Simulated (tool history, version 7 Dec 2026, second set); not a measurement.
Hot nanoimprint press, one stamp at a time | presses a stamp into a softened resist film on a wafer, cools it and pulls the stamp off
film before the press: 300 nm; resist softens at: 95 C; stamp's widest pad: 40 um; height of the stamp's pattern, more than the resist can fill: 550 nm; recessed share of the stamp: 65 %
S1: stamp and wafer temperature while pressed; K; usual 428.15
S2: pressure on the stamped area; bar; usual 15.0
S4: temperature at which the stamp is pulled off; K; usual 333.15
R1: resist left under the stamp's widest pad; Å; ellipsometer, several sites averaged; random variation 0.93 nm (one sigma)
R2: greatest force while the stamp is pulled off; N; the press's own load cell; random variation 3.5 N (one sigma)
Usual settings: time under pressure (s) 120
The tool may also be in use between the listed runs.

{"run": 1, "day": 0.0, "S1": 428.15, "S2": 15.0, "time under pressure (s)": 120, "S4": 333.15, "R1": 1316, "R2": 179}
{"run": 2, "day": 0.542, "S1": 428.15, "S2": 15.0, "time under pressure (s)": 120, "S4": 333.15, "R1": 1326, "R2": 169}
{"run": 3, "day": 1.017, "S1": 428.15, "S2": 15.0, "time under pressure (s)": 120, "S4": 333.15, "R1": 1346, "R2": 169}
{"run": 4, "day": 1.483, "S1": 428.15, "S2": 15.0, "time under pressure (s)": 120, "S4": 334.15, "R1": 1342, "R2": 168}
{"run": 5, "day": 2.088, "S1": 428.15, "S2": 9.4, "time under pressure (s)": 120, "S4": 333.15, "R1": 1653, "R2": 166}
{"run": 6, "day": 2.417, "S1": 428.15, "S2": 15.0, "time under pressure (s)": 80, "S4": 333.15, "R1": 1519, "R2": 176}
{"run": 7, "day": 2.808, "S1": 428.15, "S2": 15.0, "time under pressure (s)": 120, "S4": 333.15, "R1": 1340, "R2": 177}
{"run": 8, "day": 3.112, "S1": 428.15, "S2": 15.0, "time under pressure (s)": 120, "S4": 333.15, "R1": 1335, "R2": 176}
{"run": 9, "day": 3.562, "S1": 428.15, "S2": 15.0, "time under pressure (s)": 120, "S4": 333.15, "R1": 1352, "R2": 173}
{"run": 10, "day": 4.083, "S1": 428.15, "S2": 17.7, "time under pressure (s)": 120, "S4": 333.15, "R1": 1234, "R2": 177}
{"run": 11, "day": 4.396, "S1": 428.15, "S2": 17.7, "time under pressure (s)": 120, "S4": 333.15, "R1": 1235, "R2": 174}
{"run": 12, "day": 4.842, "S1": 428.15, "S2": 17.7, "time under pressure (s)": 101, "S4": 333.15, "R1": 1317, "R2": 173}
{"run": 13, "day": 5.408, "S1": 428.15, "S2": 17.7, "time under pressure (s)": 101, "S4": 333.15, "R1": 1344, "R2": 189}
{"run": 14, "day": 5.979, "S1": 428.15, "S2": 17.7, "time under pressure (s)": 101, "S4": 333.15, "R1": 1348, "R2": 187}
{"run": 15, "day": 6.388, "S1": 428.15, "S2": 17.7, "time under pressure (s)": 101, "S4": 333.15, "R1": 1339, "R2": 185}
{"run": 16, "day": 6.992, "S1": 428.15, "S2": 17.7, "time under pressure (s)": 101, "S4": 333.15, "R1": 1339, "R2": 186}
{"run": 17, "day": 7.525, "S1": 428.15, "S2": 17.7, "time under pressure (s)": 101, "S4": 333.15, "R1": 1319, "R2": 177}
{"run": 18, "day": 8.212, "S1": 420.15, "S2": 10.5, "time under pressure (s)": 65, "S4": 333.15, "R1": 2437, "R2": 183}
{"run": 19, "day": 8.729, "S1": 430.15, "S2": 10.7, "time under pressure (s)": 236, "S4": 321.15, "R1": 1165, "R2": 225}
{"run": 20, "day": 9.162, "S1": 440.15, "S2": 10.7, "time under pressure (s)": 236, "S4": 321.15, "R1": 682, "R2": 224}
{"run": 21, "day": 9.696, "S1": 426.15, "S2": 10.7, "time under pressure (s)": 236, "S4": 325.15, "R1": 1327, "R2": 211}
{"run": 22, "day": 10.008, "S1": 426.15, "S2": 10.7, "time under pressure (s)": 236, "S4": 325.15, "R1": 1343, "R2": 209}
{"run": 23, "day": 10.525, "S1": 420.15, "S2": 20.4, "time under pressure (s)": 75, "S4": 325.15, "R1": 1917, "R2": 210}
{"run": 24, "day": 11.129, "S1": 428.15, "S2": 10.8, "time under pressure (s)": 120, "S4": 333.15, "R1": 1535, "R2": 188}
{"run": 25, "day": 11.771, "S1": 428.15, "S2": 15.0, "time under pressure (s)": 120, "S4": 329.15, "R1": 1318, "R2": 198}
{"run": 26, "day": 12.283, "S1": 433.15, "S2": 9.1, "time under pressure (s)": 66, "S4": 334.15, "R1": 1637, "R2": 184}
{"run": 27, "day": 12.588, "S1": 433.15, "S2": 9.1, "time under pressure (s)": 66, "S4": 334.15, "R1": 1632, "R2": 179}
{"run": 28, "day": 12.979, "S1": 433.15, "S2": 9.1, "time under pressure (s)": 66, "S4": 334.15, "R1": 1659, "R2": 185}
{"run": 29, "day": 13.529, "S1": 435.15, "S2": 15.0, "time under pressure (s)": 61, "S4": 333.15, "R1": 1229, "R2": 185}
{"run": 30, "day": 13.821, "S1": 425.15, "S2": 15.0, "time under pressure (s)": 217, "S4": 327.15, "R1": 1242, "R2": 210}

Not shown: 2 entries that the log had between the listed runs. Between which runs, and how does the tool's hidden state differ before and after?
Between runs 17 and 18: plate thermocouple calibrated (day 7.708)
  true temperature over the reading, C: -0.73 -> -0.99; pressure that arrives at the usual setting, %: 97.69 -> 97.64; grip of the stamp's worn release coat, % over a new coat's: 8.3 -> 8.7
  measured less the result without the state, R1: +63 -> +68 Å; R2: +16 -> +18 N
Between runs 19 and 20: plate thermocouple calibrated, once more (day 9.129)
  true temperature over the reading, C: -1.02 -> 0.14; pressure that arrives at the usual setting, %: 97.6 -> 97.57; grip of the stamp's worn release coat, % over a new coat's: 9.2 -> 9.4
  measured less the result without the state, R1: +65 -> +3 Å; R2: +22 -> +19 N

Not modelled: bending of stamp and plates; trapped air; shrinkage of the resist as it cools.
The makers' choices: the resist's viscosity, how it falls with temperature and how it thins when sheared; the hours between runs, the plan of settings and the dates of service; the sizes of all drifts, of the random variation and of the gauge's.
